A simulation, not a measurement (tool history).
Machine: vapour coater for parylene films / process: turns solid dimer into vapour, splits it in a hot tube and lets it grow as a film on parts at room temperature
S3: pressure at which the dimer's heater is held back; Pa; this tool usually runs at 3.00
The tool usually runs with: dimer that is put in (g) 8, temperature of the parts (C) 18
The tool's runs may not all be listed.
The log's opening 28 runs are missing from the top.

At hour 1513.0: trap's valve overhauled.
Run 29, hour 1552.9: usual settings but dimer that is put in (g) 3, temperature of the parts (C) 28. Result: thickness of the film (nm) 700.
Run 30, hour 1624.0: usual settings but dimer that is put in (g) 6, temperature of the parts (C) 29. Result: thickness of the film (nm) 1260.
Run 31, hour 1684.0: usual settings but dimer that is put in (g) 7, temperature of the parts (C) 29, S3 3.92 Pa. Result: thickness of the film (nm) 1410.
Run 32, hour 1728.8: usual settings but temperature of the parts (C) 14, S3 2.27 Pa. Result: thickness of the film (nm) 3070.
Run 33, hour 1801.1: usual settings but temperature of the parts (C) 14, S3 2.27 Pa. Result: thickness of the film (nm) 2940.
At hour 1848.8: trap's valve overhauled.
At hour 1868.2: table's thermometer calibrated.
Run 34, hour 1868.2: usual settings but dimer that is put in (g) 6, temperature of the parts (C) 20. Result: thickness of the film (nm) 1810.
Run 35, hour 1946.6: usual settings but dimer that is put in (g) 5. Result: thickness of the film (nm) 1600.
Run 36, hour 2004.1: usual settings but dimer that is put in (g) 6, temperature of the parts (C) 28, S3 6.03 Pa. Result: thickness of the film (nm) 1180.
Run 37, hour 2070.1: usual settings but temperature of the parts (C) 24, S3 2.54 Pa. Result: thickness of the film (nm) 1910.
Run 38, hour 2130.4: usual settings but temperature of the parts (C) 24, S3 5.34 Pa. Result: thickness of the film (nm) 1830.
At hour 2183.3: trap's valve overhauled.
Run 39, hour 2201.9: usual settings but temperature of the parts (C) 20, S3 4.67 Pa. Result: thickness of the film (nm) 2340.
Run 40, hour 2234.9: usual settings but temperature of the parts (C) 20, S3 4.67 Pa. Result: thickness of the film (nm) 2330.
Run 41, hour 2277.9: usual settings but dimer that is put in (g) 10, temperature of the parts (C) 20, S3 4.67 Pa. Result: thickness of the film (nm) 2850.
Run 42, hour 2340.1: usual settings but dimer that is put in (g) 10, temperature of the parts (C) 20, S3 4.67 Pa. Result: thickness of the film (nm) 2840.
Run 43, hour 2388.7: usual settings but dimer that is put in (g) 4, temperature of the parts (C) 16, S3 10.37 Pa. Result: thickness of the film (nm) 1270.
Run 44, hour 2432.2: usual settings but dimer that is put in (g) 10, S3 4.68 Pa. Result: thickness of the film (nm) 2920.

3 options for the next run, each taken on its own from the tool as it stands now. Forecast them:
Run A, hour 2503.5: usual settings but dimer that is put in (g) 3, temperature of the parts (C) 22, S3 11.19 Pa. Result: thickness of the film (nm) ?.
Run B, hour 2503.5: usual settings but dimer that is put in (g) 11, temperature of the parts (C) 20. Result: thickness of the film (nm) ?.
Run C, hour 2503.5: usual settings but dimer that is put in (g) 6. Result: thickness of the film (nm) ?.

run  thickness of the film (nm)
  A                         680
  B                        2990
  C                        1800
Take away the tool's hidden state, keep each run's random variation, and the runs would have read:
run  thickness of the film (nm)
  A                         760
  B                        3310
  C                        2000

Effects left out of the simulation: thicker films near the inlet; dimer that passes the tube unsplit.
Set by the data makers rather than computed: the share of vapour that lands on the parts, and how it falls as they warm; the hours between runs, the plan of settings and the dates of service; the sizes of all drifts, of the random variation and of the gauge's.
